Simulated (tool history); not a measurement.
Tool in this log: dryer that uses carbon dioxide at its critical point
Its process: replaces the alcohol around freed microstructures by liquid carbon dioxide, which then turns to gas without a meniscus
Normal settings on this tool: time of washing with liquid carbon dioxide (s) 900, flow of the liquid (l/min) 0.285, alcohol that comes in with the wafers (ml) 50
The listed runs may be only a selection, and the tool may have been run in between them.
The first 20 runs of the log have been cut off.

| run | hour | time of washing with liquid carbon dioxide (s) | flow of the liquid (l/min) | alcohol that comes in with the wafers (ml) | hours of work since the filter was changed | hours of work since the purifier's bed was changed | alcohol left in the vessel before it's heated (ppm by volume) |
|---|---|---|---|---|---|---|---|
| 21 | 200.2 | 900 | 0.285 | 20 | 202 | 338 | 144 |
| 22 | 212.4 | 900 | 0.285 | 20 | 211 | 347 | 150 |
| 23 | 226.2 | 900 | 0.285 | 20 | 221 | 357 | 156 |
|  | 235.2 | inlet filter changed |
| 24 | 236.8 | 900 | 0.285 | 20 | 1 | 364 | 95 |
| 25 | 250.1 | 900 | 0.285 | 20 | 11 | 373 | 97 |
| 26 | 260.7 | 840 | 0.433 | 59 | 18 | 381 | 75 |
| 27 | 269.6 | 960 | 0.188 | 100 | 25 | 387 | 1171 |
| 28 | 283.9 | 900 | 0.182 | 31 | 35 | 397 | 643 |
| 29 | 299.2 | 900 | 0.182 | 31 | 46 | 408 | 668 |
| 30 | 307.8 | 900 | 0.261 | 58 | 52 | 414 | 255 |
| 31 | 317.5 | 540 | 0.193 | 61 | 59 | 421 | 6590 |
| 32 | 323.8 | 1080 | 0.178 | 84 | 63 | 426 | 846 |
| 33 | 334.1 | 1020 | 0.175 | 60 | 71 | 433 | 890 |
| 34 | 345.6 | 1020 | 0.175 | 60 | 79 | 441 | 947 |
| 35 | 354.6 | 900 | 0.433 | 113 | 85 | 448 | 101 |
| 36 | 366.9 | 900 | 0.474 | 29 | 94 | 457 | 92 |
| 37 | 378.7 | 660 | 0.407 | 65 | 103 | 465 | 198 |

Run 38 is up next; what results do you expect?
| 38 | 388.0 | 900 | 0.285 | 61 | 109 | 472 | ? |

Run 38 produced alcohol left in the vessel before it's heated (ppm by volume) 217.
Were there no unlogged condition in the tool, this run, its random variation unchanged, would have produced alcohol left in the vessel before it's heated (ppm by volume) 71.
